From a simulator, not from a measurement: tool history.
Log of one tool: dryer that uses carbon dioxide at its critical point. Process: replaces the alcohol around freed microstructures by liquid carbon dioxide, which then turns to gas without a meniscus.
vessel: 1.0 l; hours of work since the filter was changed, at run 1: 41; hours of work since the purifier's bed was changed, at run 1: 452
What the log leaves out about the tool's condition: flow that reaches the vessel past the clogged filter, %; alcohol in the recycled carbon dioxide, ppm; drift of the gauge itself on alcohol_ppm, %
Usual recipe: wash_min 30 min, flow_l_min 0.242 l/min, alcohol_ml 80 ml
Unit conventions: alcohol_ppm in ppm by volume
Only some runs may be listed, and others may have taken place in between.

run,day,wash_min,flow_l_min,alcohol_ml,hours of work since the filter was changed,hours of work since the purifier's bed was changed,alcohol_ppm
1,0.000,30,0.242,80,41,452,289
2,0.825,30,0.242,80,51,463,307
3,1.600,30,0.242,80,61,473,324
4,2.358,30,0.242,80,71,482,323
5,3.071,30,0.242,44,80,492,208
6,3.696,30,0.161,44,89,500,1109
7,4.704,30,0.161,44,102,513,1163
8,5.300,30,0.161,44,109,520,1168
9,5.854,30,0.161,44,116,528,1222
10,6.908,30,0.242,80,130,541,429
11,8.012,30,0.242,80,144,556,446
12,8.612,30,0.242,80,152,563,476
13,9.738,30,0.171,80,167,578,2056
14,10.488,30,0.171,80,176,588,2041
15,11.075,30,0.242,80,184,595,528
16,11.729,23,0.242,80,192,604,1801
# day 12.167: inlet filter changed
17,12.833,30,0.267,80,9,617,167
18,13.346,30,0.221,80,15,624,435
19,14.471,30,0.157,80,30,639,1876
20,15.342,30,0.401,80,41,650,46
21,15.846,30,0.401,80,48,656,45
22,16.621,24,0.312,80,58,666,307
23,17.742,24,0.312,80,72,681,332
24,18.904,41,0.368,80,87,696,44
25,19.771,21,0.343,30,98,707,192
26,20.396,32,0.167,54,106,715,997
27,21.446,32,0.161,36,120,729,840
28,21.954,28,0.175,22,127,735,616
29,22.879,28,0.175,22,139,747,656
30,23.604,28,0.175,22,148,757,696
31,24.508,46,0.267,44,160,768,45
32,25.467,43,0.311,29,172,781,43
33,26.012,30,0.330,43,179,788,85
34,26.771,30,0.330,109,189,798,163
# day 27.512: inlet filter changed
35,27.833,30,0.330,109,4,811,78
36,28.733,30,0.344,106,16,823,76
37,29.283,30,0.327,97,23,830,93
38,29.788,29,0.327,80,29,836,89
39,30.471,30,0.178,115,38,845,1709
40,31.625,18,0.180,23,53,860,1832
41,32.267,19,0.292,82,61,868,1232
42,33.175,31,0.280,109,73,880,194

Across each entry between runs, compare the hidden state at the last listed run before it with the hidden state at the first listed run after it:
After run 16, before run 17: inlet filter changed (day 12.167)
  flow that reaches the vessel past the clogged filter, %: 85.6 -> 98.7; alcohol in the recycled carbon dioxide, ppm: 32.3 -> 32.8
  what was measured, less what the result would be without the hidden state, alcohol_ppm: +866 -> +38 ppm by volume
After run 34, before run 35: inlet filter changed (day 27.512)
  flow that reaches the vessel past the clogged filter, %: 85.1 -> 99.6; alcohol in the recycled carbon dioxide, ppm: 40.8 -> 41.3
  what was measured, less what the result would be without the hidden state, alcohol_ppm: +126 -> +37 ppm by volume
